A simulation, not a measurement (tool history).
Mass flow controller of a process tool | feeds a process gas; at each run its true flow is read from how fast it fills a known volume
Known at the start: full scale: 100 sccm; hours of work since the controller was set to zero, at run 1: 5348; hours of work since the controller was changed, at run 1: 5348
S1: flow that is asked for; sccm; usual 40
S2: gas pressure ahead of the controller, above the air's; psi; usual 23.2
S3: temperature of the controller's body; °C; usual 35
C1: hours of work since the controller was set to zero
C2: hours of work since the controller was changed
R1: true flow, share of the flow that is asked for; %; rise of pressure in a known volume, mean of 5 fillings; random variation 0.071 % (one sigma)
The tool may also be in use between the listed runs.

{"run": 1, "hour": 0.0, "S1": 40, "S2": 23.2, "S3": 35, "C1": 5348, "C2": 5348, "R1": 103.05}
{"run": 2, "hour": 184.9, "S1": 40, "S2": 23.2, "S3": 35, "C1": 5453, "C2": 5453, "R1": 103.11}
{"run": 3, "hour": 457.4, "S1": 22, "S2": 23.2, "S3": 35, "C1": 5608, "C2": 5608, "R1": 104.15}
{"run": 4, "hour": 575.3, "S1": 22, "S2": 23.2, "S3": 35, "C1": 5675, "C2": 5675, "R1": 104.19}
{"run": 5, "hour": 746.5, "S1": 40, "S2": 23.2, "S3": 37, "C1": 5773, "C2": 5773, "R1": 103.42}
{"run": 6, "hour": 988.0, "S1": 40, "S2": 23.2, "S3": 37, "C1": 5910, "C2": 5910, "R1": 103.48}
{"run": 7, "hour": 1258.7, "S1": 35, "S2": 23.2, "S3": 35, "C1": 6064, "C2": 6064, "R1": 103.54}
{"run": 8, "hour": 1423.8, "S1": 35, "S2": 23.2, "S3": 35, "C1": 6157, "C2": 6157, "R1": 103.74}
{"run": 9, "hour": 1542.2, "S1": 35, "S2": 23.2, "S3": 35, "C1": 6225, "C2": 6225, "R1": 103.77}
{"run": 10, "hour": 1660.0, "S1": 35, "S2": 23.2, "S3": 35, "C1": 6292, "C2": 6292, "R1": 103.77}
{"run": 11, "hour": 1857.5, "S1": 35, "S2": 25.5, "S3": 35, "C1": 6404, "C2": 6404, "R1": 103.8}
{"run": 12, "hour": 2042.8, "S1": 40, "S2": 23.2, "S3": 35, "C1": 6509, "C2": 6509, "R1": 103.59}
{"run": 13, "hour": 2209.6, "S1": 85, "S2": 23.2, "S3": 35, "C1": 6604, "C2": 6604, "R1": 103.41}
{"run": 14, "hour": 2445.0, "S1": 85, "S2": 23.2, "S3": 35, "C1": 6738, "C2": 6738, "R1": 103.65}
{"run": 15, "hour": 2579.2, "S1": 85, "S2": 23.2, "S3": 35, "C1": 6814, "C2": 6814, "R1": 103.41}
{"run": 16, "hour": 2823.1, "S1": 85, "S2": 23.2, "S3": 35, "C1": 6953, "C2": 6953, "R1": 103.53}
{"hour": 2897.4, "done": "controller's zero set anew"}
{"run": 17, "hour": 3003.4, "S1": 85, "S2": 23.2, "S3": 35, "C1": 60, "C2": 7055, "R1": 102.98}
{"run": 18, "hour": 3212.1, "S1": 85, "S2": 23.2, "S3": 35, "C1": 179, "C2": 7174, "R1": 102.81}
{"run": 19, "hour": 3407.7, "S1": 40, "S2": 23.2, "S3": 35, "C1": 290, "C2": 7285, "R1": 102.58}
{"run": 20, "hour": 3684.1, "S1": 40, "S2": 23.2, "S3": 35, "C1": 447, "C2": 7442, "R1": 102.83}
{"run": 21, "hour": 3911.1, "S1": 40, "S2": 23.2, "S3": 35, "C1": 576, "C2": 7571, "R1": 102.8}
{"run": 22, "hour": 4158.4, "S1": 40, "S2": 23.2, "S3": 35, "C1": 717, "C2": 7711, "R1": 102.74}
{"run": 23, "hour": 4398.6, "S1": 78, "S2": 36.5, "S3": 35, "C1": 853, "C2": 7848, "R1": 103.87}
{"run": 24, "hour": 4533.4, "S1": 64, "S2": 23.5, "S3": 35, "C1": 930, "C2": 7925, "R1": 103.15}
{"run": 25, "hour": 4752.2, "S1": 64, "S2": 23.5, "S3": 35, "C1": 1054, "C2": 8049, "R1": 103.24}
{"run": 26, "hour": 4950.0, "S1": 64, "S2": 23.5, "S3": 35, "C1": 1167, "C2": 8161, "R1": 103.18}
{"run": 27, "hour": 5071.8, "S1": 65, "S2": 24.5, "S3": 39, "C1": 1236, "C2": 8231, "R1": 103.69}
{"run": 28, "hour": 5336.4, "S1": 65, "S2": 24.5, "S3": 34, "C1": 1386, "C2": 8381, "R1": 103.39}
{"run": 29, "hour": 5460.7, "S1": 65, "S2": 24.5, "S3": 34, "C1": 1457, "C2": 8452, "R1": 103.38}
{"run": 30, "hour": 5612.8, "S1": 65, "S2": 24.5, "S3": 34, "C1": 1543, "C2": 8538, "R1": 103.48}
{"run": 31, "hour": 5800.4, "S1": 57, "S2": 39.5, "S3": 25, "C1": 1650, "C2": 8645, "R1": 103.57}
{"run": 32, "hour": 5997.2, "S1": 57, "S2": 39.5, "S3": 25, "C1": 1762, "C2": 8757, "R1": 103.7}
{"run": 33, "hour": 6159.3, "S1": 57, "S2": 39.5, "S3": 25, "C1": 1854, "C2": 8849, "R1": 103.67}
{"run": 34, "hour": 6355.6, "S1": 13, "S2": 30.5, "S3": 35, "C1": 1966, "C2": 8960, "R1": 104.75}
{"run": 35, "hour": 6567.1, "S1": 12, "S2": 36.0, "S3": 35, "C1": 2086, "C2": 9080, "R1": 105.33}
{"hour": 6583.5, "done": "controller exchanged for a calibrated one"}
{"run": 36, "hour": 6783.9, "S1": 12, "S2": 36.0, "S3": 35, "C1": 114, "C2": 114, "R1": 100.64}
{"run": 37, "hour": 6943.0, "S1": 40, "S2": 23.2, "S3": 21, "C1": 204, "C2": 204, "R1": 99.24}
{"run": 38, "hour": 7218.9, "S1": 23, "S2": 35.2, "S3": 25, "C1": 361, "C2": 361, "R1": 100.02}
{"run": 39, "hour": 7497.2, "S1": 23, "S2": 35.2, "S3": 25, "C1": 519, "C2": 519, "R1": 100.19}
{"run": 40, "hour": 7757.1, "S1": 11, "S2": 32.3, "S3": 25, "C1": 667, "C2": 667, "R1": 100.56}
{"run": 41, "hour": 7983.5, "S1": 11, "S2": 31.9, "S3": 39, "C1": 796, "C2": 796, "R1": 101.47}
{"run": 42, "hour": 8258.9, "S1": 49, "S2": 35.2, "S3": 26, "C1": 952, "C2": 952, "R1": 100.57}
{"run": 43, "hour": 8524.9, "S1": 17, "S2": 23.2, "S3": 29, "C1": 1103, "C2": 1103, "R1": 100.55}
{"run": 44, "hour": 8710.6, "S1": 40, "S2": 23.2, "S3": 21, "C1": 1209, "C2": 1209, "R1": 99.78}

Forecast each of these 5 alternatives for the next run:
{"run": "A", "hour": 8926.9, "S1": 10, "S2": 32.3, "S3": 37, "C1": 1332, "C2": 1332, "R1": "?"}
{"run": "B", "hour": 8926.9, "S1": 40, "S2": 24.1, "S3": 33, "C1": 1332, "C2": 1332, "R1": "?"}
{"run": "C", "hour": 8926.9, "S1": 74, "S2": 32.5, "S3": 24, "C1": 1332, "C2": 1332, "R1": "?"}
{"run": "D", "hour": 8926.9, "S1": 50, "S2": 38.3, "S3": 35, "C1": 1332, "C2": 1332, "R1": "?"}
{"run": "E", "hour": 8926.9, "S1": 55, "S2": 30.3, "S3": 39, "C1": 1332, "C2": 1332, "R1": "?"}

run=A R1=102.23
run=B R1=100.76
run=C R1=100.53
run=D R1=101.39
run=E R1=101.17
Without the tool's hidden state the same runs would have given:
run=A R1=100.18
run=B R1=99.86
run=C R1=99.80
run=D R1=100.56
run=E R1=100.37

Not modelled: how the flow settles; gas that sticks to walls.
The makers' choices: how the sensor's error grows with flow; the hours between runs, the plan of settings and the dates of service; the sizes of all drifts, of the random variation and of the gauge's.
